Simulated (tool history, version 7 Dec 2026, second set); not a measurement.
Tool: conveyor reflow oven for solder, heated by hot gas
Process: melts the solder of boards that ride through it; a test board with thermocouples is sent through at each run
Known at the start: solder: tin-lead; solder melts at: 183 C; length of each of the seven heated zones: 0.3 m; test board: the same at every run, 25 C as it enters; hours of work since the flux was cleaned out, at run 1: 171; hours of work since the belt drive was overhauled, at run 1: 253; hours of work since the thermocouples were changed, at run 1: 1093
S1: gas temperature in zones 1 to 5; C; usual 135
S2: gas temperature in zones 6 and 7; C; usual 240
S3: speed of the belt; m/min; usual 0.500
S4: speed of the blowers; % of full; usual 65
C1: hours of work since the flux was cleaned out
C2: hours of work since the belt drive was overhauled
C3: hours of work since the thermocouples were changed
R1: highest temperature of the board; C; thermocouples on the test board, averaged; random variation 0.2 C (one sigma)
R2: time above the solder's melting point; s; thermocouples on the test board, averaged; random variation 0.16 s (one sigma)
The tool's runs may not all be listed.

{"run": 1, "hour": 0.0, "S1": 135, "S2": 240, "S3": 0.5, "S4": 65, "C1": 171, "C2": 253, "C3": 1093, "R1": 218.0, "R2": 53.5}
{"run": 2, "hour": 67.5, "S1": 135, "S2": 240, "S3": 0.5, "S4": 65, "C1": 205, "C2": 287, "C3": 1127, "R1": 218.2, "R2": 53.2}
{"run": 3, "hour": 153.8, "S1": 135, "S2": 240, "S3": 0.5, "S4": 65, "C1": 249, "C2": 331, "C3": 1171, "R1": 217.6, "R2": 52.8}
{"run": 4, "hour": 212.0, "S1": 135, "S2": 240, "S3": 0.5, "S4": 57, "C1": 278, "C2": 360, "C3": 1200, "R1": 214.4, "R2": 50.3}
{"run": 5, "hour": 293.6, "S1": 135, "S2": 246, "S3": 0.5, "S4": 57, "C1": 320, "C2": 402, "C3": 1241, "R1": 219.1, "R2": 53.7}
{"run": 6, "hour": 365.8, "S1": 135, "S2": 246, "S3": 0.459, "S4": 57, "C1": 356, "C2": 438, "C3": 1278, "R1": 222.4, "R2": 61.4}
{"run": 7, "hour": 436.0, "S1": 135, "S2": 240, "S3": 0.5, "S4": 65, "C1": 392, "C2": 474, "C3": 1314, "R1": 216.6, "R2": 52.1}
{"hour": 461.7, "done": "thermocouples of zones 6 and 7 changed"}
{"run": 8, "hour": 507.0, "S1": 133, "S2": 240, "S3": 0.5, "S4": 65, "C1": 427, "C2": 509, "C3": 23, "R1": 218.0, "R2": 52.9}
{"hour": 516.4, "done": "flux residue cleaned out of gas plates and filters"}
{"run": 9, "hour": 598.5, "S1": 135, "S2": 240, "S3": 0.5, "S4": 65, "C1": 42, "C2": 553, "C3": 67, "R1": 220.4, "R2": 55.7}
{"run": 10, "hour": 683.5, "S1": 135, "S2": 240, "S3": 0.5, "S4": 65, "C1": 85, "C2": 596, "C3": 110, "R1": 220.5, "R2": 55.6}
{"run": 11, "hour": 749.8, "S1": 135, "S2": 240, "S3": 0.5, "S4": 65, "C1": 118, "C2": 629, "C3": 143, "R1": 220.0, "R2": 55.1}
{"run": 12, "hour": 813.9, "S1": 135, "S2": 240, "S3": 0.5, "S4": 65, "C1": 151, "C2": 662, "C3": 176, "R1": 219.9, "R2": 55.2}
{"run": 13, "hour": 891.0, "S1": 135, "S2": 240, "S3": 0.5, "S4": 65, "C1": 190, "C2": 701, "C3": 215, "R1": 219.5, "R2": 54.8}
{"run": 14, "hour": 970.8, "S1": 135, "S2": 240, "S3": 0.544, "S4": 65, "C1": 230, "C2": 741, "C3": 255, "R1": 216.5, "R2": 48.1}
{"run": 15, "hour": 1030.5, "S1": 135, "S2": 240, "S3": 0.544, "S4": 65, "C1": 261, "C2": 772, "C3": 286, "R1": 215.8, "R2": 47.6}
{"run": 16, "hour": 1118.3, "S1": 129, "S2": 240, "S3": 0.495, "S4": 65, "C1": 305, "C2": 816, "C3": 330, "R1": 218.2, "R2": 52.6}
{"run": 17, "hour": 1178.4, "S1": 129, "S2": 240, "S3": 0.495, "S4": 65, "C1": 335, "C2": 846, "C3": 361, "R1": 217.9, "R2": 52.6}
{"run": 18, "hour": 1249.6, "S1": 129, "S2": 240, "S3": 0.495, "S4": 65, "C1": 371, "C2": 883, "C3": 397, "R1": 217.9, "R2": 52.0}
{"run": 19, "hour": 1319.3, "S1": 131, "S2": 240, "S3": 0.507, "S4": 65, "C1": 407, "C2": 918, "C3": 432, "R1": 217.0, "R2": 50.7}
{"hour": 1369.6, "done": "flux residue cleaned out of gas plates and filters"}
{"run": 20, "hour": 1372.2, "S1": 150, "S2": 240, "S3": 0.507, "S4": 65, "C1": 1, "C2": 942, "C3": 456, "R1": 223.2, "R2": 61.7}
{"run": 21, "hour": 1436.2, "S1": 141, "S2": 244, "S3": 0.407, "S4": 65, "C1": 34, "C2": 975, "C3": 489, "R1": 231.1, "R2": 79.0}
{"run": 22, "hour": 1503.1, "S1": 120, "S2": 240, "S3": 0.555, "S4": 70, "C1": 68, "C2": 1008, "C3": 523, "R1": 214.9, "R2": 42.4}
{"run": 23, "hour": 1558.9, "S1": 135, "S2": 249, "S3": 0.507, "S4": 65, "C1": 96, "C2": 1037, "C3": 551, "R1": 226.8, "R2": 59.2}
{"run": 24, "hour": 1643.1, "S1": 120, "S2": 230, "S3": 0.473, "S4": 65, "C1": 139, "C2": 1079, "C3": 594, "R1": 210.2, "R2": 46.3}

Forecast run 25:
{"run": 25, "hour": 1716.7, "S1": 131, "S2": 240, "S3": 0.424, "S4": 76, "C1": 176, "C2": 1117, "C3": 631, "R1": "?", "R2": "?"}

R1: 226.3 C
R2: 70.5 s
Without the tool's hidden state the same run would have given R1 228.1 C, R2 70.2 s.
